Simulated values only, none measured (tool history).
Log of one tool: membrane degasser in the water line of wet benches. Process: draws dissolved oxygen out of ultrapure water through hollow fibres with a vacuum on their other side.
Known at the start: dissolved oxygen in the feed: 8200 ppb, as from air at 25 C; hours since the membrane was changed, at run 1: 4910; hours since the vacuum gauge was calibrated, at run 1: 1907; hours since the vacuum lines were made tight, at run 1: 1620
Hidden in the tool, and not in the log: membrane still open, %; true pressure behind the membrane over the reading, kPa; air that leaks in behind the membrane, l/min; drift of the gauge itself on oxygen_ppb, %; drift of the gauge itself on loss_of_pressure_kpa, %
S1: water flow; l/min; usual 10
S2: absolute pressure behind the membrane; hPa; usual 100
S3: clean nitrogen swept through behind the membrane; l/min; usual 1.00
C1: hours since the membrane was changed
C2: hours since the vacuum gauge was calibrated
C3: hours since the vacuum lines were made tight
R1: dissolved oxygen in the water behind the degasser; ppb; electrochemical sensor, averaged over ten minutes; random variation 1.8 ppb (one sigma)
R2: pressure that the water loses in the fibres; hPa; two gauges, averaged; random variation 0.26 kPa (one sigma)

| run | hour | S1 | S2 | S3 | C1 | C2 | C3 | R1 | R2 |
|---|---|---|---|---|---|---|---|---|---|
| 1 | 0.0 | 10 | 100 | 1.00 | 4910 | 1907 | 1620 | 173.3 | 695.0 |
| 2 | 90.0 | 10 | 100 | 1.00 | 5000 | 1997 | 1710 | 170.6 | 695.0 |
| 3 | 185.7 | 10 | 100 | 1.00 | 5095 | 2092 | 1806 | 171.2 | 693.7 |
| 4 | 299.6 | 10 | 86 | 1.00 | 5209 | 2206 | 1920 | 138.1 | 689.9 |
| 5 | 422.0 | 10 | 86 | 1.00 | 5332 | 2329 | 2042 | 141.3 | 692.6 |
| 6 | 557.7 | 10 | 86 | 1.00 | 5467 | 2464 | 2178 | 143.3 | 693.3 |
| 7 | 632.7 | 10 | 100 | 2.57 | 5543 | 2539 | 2253 | 78.7 | 688.8 |
| 8 | 774.4 | 10 | 100 | 2.57 | 5684 | 2681 | 2394 | 80.1 | 687.4 |
| 9 | 891.8 | 10 | 100 | 2.57 | 5802 | 2798 | 2512 | 80.3 | 688.2 |
| 10 | 991.4 | 11 | 170 | 2.71 | 5901 | 2898 | 2611 | 155.6 | 758.5 |
| 11 | 1094.4 | 11 | 100 | 2.40 | 6004 | 3001 | 2714 | 96.2 | 752.8 |
| 12 | 1210.6 | 10 | 222 | 2.75 | 6120 | 3117 | 2831 | 184.0 | 684.0 |
| 13 | 1294.3 | 10 | 222 | 2.75 | 6204 | 3201 | 2914 | 182.0 | 686.3 |
| 14 | 1356.4 | 7 | 241 | 2.18 | 6266 | 3263 | 2976 | 170.2 | 480.8 |
| 15 | 1433.1 | 7 | 94 | 2.18 | 6343 | 3340 | 3053 | 55.5 | 479.1 |
| 16 | 1532.2 | 7 | 94 | 2.18 | 6442 | 3439 | 3152 | 55.6 | 478.9 |
| 17 | 1606.7 | 11 | 94 | 2.18 | 6516 | 3513 | 3227 | 96.5 | 752.8 |
| 18 | 1696.5 | 13 | 100 | 2.04 | 6606 | 3603 | 3316 | 133.3 | 896.1 |

Hidden state or all else? Some run-to-run changes of R2, split into what the settings, what came in and random variation would give without the hidden state, and what is left for the hidden state (with any gauge scatter that isn't in both results):
Run 16 -> 17: S1 7 -> 11. R2 +273.9 hPa: hidden state -3.0, all else +276.9.
